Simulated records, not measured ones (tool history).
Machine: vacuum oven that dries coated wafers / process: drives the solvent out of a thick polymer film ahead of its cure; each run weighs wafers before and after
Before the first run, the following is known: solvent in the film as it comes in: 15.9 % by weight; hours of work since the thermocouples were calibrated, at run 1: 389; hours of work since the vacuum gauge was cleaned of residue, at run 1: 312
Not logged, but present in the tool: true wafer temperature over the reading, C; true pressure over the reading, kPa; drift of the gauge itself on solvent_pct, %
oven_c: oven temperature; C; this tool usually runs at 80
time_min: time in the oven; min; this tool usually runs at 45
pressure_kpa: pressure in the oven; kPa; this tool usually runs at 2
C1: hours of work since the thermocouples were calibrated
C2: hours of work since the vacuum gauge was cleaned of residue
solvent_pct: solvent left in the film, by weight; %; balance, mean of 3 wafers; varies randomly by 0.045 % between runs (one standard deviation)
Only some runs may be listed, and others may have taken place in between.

run 1 hour=0.0 | oven_c=80 time_min=45 pressure_kpa=2 | C1=389 C2=312 | solvent_pct=2.12
run 2 hour=20.8 | oven_c=80 time_min=62 pressure_kpa=2 | C1=398 C2=322 | solvent_pct=1.84
run 3 hour=43.6 | oven_c=80 time_min=62 pressure_kpa=2 | C1=408 C2=332 | solvent_pct=1.77
run 4 hour=58.7 | oven_c=80 time_min=62 pressure_kpa=2 | C1=414 C2=338 | solvent_pct=1.77
run 5 hour=70.3 | oven_c=80 time_min=62 pressure_kpa=2 | C1=420 C2=343 | solvent_pct=1.78
run 6 hour=94.8 | oven_c=80 time_min=62 pressure_kpa=2 | C1=430 C2=354 | solvent_pct=1.74

Estimate the outcome of run 7 from the log above:
run 7 hour=113.0 | oven_c=80 time_min=62 pressure_kpa=2 | C1=438 C2=362 | solvent_pct=?

solvent_pct: 1.79 %
On a tool with no hidden condition, and with the same random variation, this run would have come out at solvent_pct 1.62 %.
